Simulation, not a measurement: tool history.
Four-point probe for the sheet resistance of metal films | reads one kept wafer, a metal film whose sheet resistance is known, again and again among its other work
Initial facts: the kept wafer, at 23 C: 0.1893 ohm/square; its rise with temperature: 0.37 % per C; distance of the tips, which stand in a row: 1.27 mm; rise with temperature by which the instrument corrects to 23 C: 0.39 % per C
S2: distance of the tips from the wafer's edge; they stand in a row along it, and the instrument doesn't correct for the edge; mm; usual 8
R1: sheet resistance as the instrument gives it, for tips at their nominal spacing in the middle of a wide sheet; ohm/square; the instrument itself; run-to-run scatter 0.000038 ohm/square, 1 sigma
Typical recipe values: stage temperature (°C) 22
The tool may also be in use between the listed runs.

run 1 hour=0.0 | stage_temperature_(°C)=22 S2=8 | R1=0.191541
run 2 hour=13.2 | stage_temperature_(°C)=22 S2=8 | R1=0.191485
run 3 hour=28.5 | stage_temperature_(°C)=22 S2=8 | R1=0.191478
run 4 hour=44.2 | stage_temperature_(°C)=22 S2=8 | R1=0.191495
run 5 hour=60.0 | stage_temperature_(°C)=22 S2=8 | R1=0.191546
run 6 hour=71.1 | stage_temperature_(°C)=22 S2=8 | R1=0.191491
run 7 hour=81.5 | stage_temperature_(°C)=22 S2=8 | R1=0.191460
run 8 hour=98.3 | stage_temperature_(°C)=22 S2=8 | R1=0.191450
run 9 hour=112.5 | stage_temperature_(°C)=29 S2=8 | R1=0.191305
run 10 hour=136.4 | stage_temperature_(°C)=22 S2=11 | R1=0.190214
run 11 hour=154.5 | stage_temperature_(°C)=22 S2=11 | R1=0.190234
run 12 hour=177.7 | stage_temperature_(°C)=22 S2=6 | R1=0.193290
run 13 hour=190.1 | stage_temperature_(°C)=22 S2=6 | R1=0.193331
run 14 hour=200.8 | stage_temperature_(°C)=22 S2=51 | R1=0.188939
run 15 hour=218.3 | stage_temperature_(°C)=22 S2=5 | R1=0.195251
run 16 hour=240.6 | stage_temperature_(°C)=22 S2=56 | R1=0.188948
run 17 hour=251.0 | stage_temperature_(°C)=22 S2=56 | R1=0.188952
run 18 hour=272.5 | stage_temperature_(°C)=22 S2=8 | R1=0.191433
run 19 hour=296.4 | stage_temperature_(°C)=22 S2=8 | R1=0.191369
run 20 hour=319.8 | stage_temperature_(°C)=22 S2=8 | R1=0.191366
run 21 hour=343.8 | stage_temperature_(°C)=22 S2=15 | R1=0.189632
run 22 hour=358.3 | stage_temperature_(°C)=22 S2=15 | R1=0.189505
run 23 hour=369.4 | stage_temperature_(°C)=24 S2=8 | R1=0.191310
run 24 hour=393.3 | stage_temperature_(°C)=19 S2=32 | R1=0.189065
run 25 hour=406.2 | stage_temperature_(°C)=19 S2=32 | R1=0.189132
run 26 hour=430.0 | stage_temperature_(°C)=33 S2=31 | R1=0.188670
run 27 hour=445.7 | stage_temperature_(°C)=26 S2=38 | R1=0.188826
run 28 hour=457.3 | stage_temperature_(°C)=26 S2=11 | R1=0.190020
run 29 hour=478.9 | stage_temperature_(°C)=26 S2=11 | R1=0.190039
run 30 hour=497.1 | stage_temperature_(°C)=26 S2=11 | R1=0.190016
run 31 hour=507.5 | stage_temperature_(°C)=23 S2=12 | R1=0.189879
run 32 hour=519.0 | stage_temperature_(°C)=19 S2=4 | R1=0.198532
run 33 hour=535.7 | stage_temperature_(°C)=19 S2=4 | R1=0.198546
run 34 hour=558.7 | stage_temperature_(°C)=19 S2=3 | R1=0.205270
run 35 hour=580.5 | stage_temperature_(°C)=20 S2=30 | R1=0.188971
run 36 hour=591.8 | stage_temperature_(°C)=27 S2=8 | R1=0.191148
run 37 hour=609.3 | stage_temperature_(°C)=27 S2=8 | R1=0.191090
run 38 hour=629.2 | stage_temperature_(°C)=19 S2=39 | R1=0.188937
run 39 hour=648.3 | stage_temperature_(°C)=19 S2=9 | R1=0.190804
run 40 hour=672.3 | stage_temperature_(°C)=24 S2=66 | R1=0.188675
run 41 hour=692.3 | stage_temperature_(°C)=35 S2=7 | R1=0.191589
run 42 hour=714.8 | stage_temperature_(°C)=22 S2=5 | R1=0.195071
run 43 hour=732.5 | stage_temperature_(°C)=34 S2=38 | R1=0.188461
run 44 hour=743.0 | stage_temperature_(°C)=34 S2=38 | R1=0.188470
run 45 hour=754.2 | stage_temperature_(°C)=24 S2=42 | R1=0.188771

What if the next run were any one of these 4? Each begins from the tool's condition after run 45:
run A hour=777.0 | stage_temperature_(°C)=18 S2=4 | R1=?
run B hour=777.0 | stage_temperature_(°C)=35 S2=5 | R1=?
run C hour=777.0 | stage_temperature_(°C)=21 S2=54 | R1=?
run D hour=777.0 | stage_temperature_(°C)=26 S2=5 | R1=?

run=A R1=0.198496
run=B R1=0.194624
run=C R1=0.188737
run=D R1=0.194878
The same runs, with their run-to-run variation unchanged, on a tool lacking any hidden condition would have given:
run=A R1=0.199201
run=B R1=0.195296
run=C R1=0.189405
run=D R1=0.195562
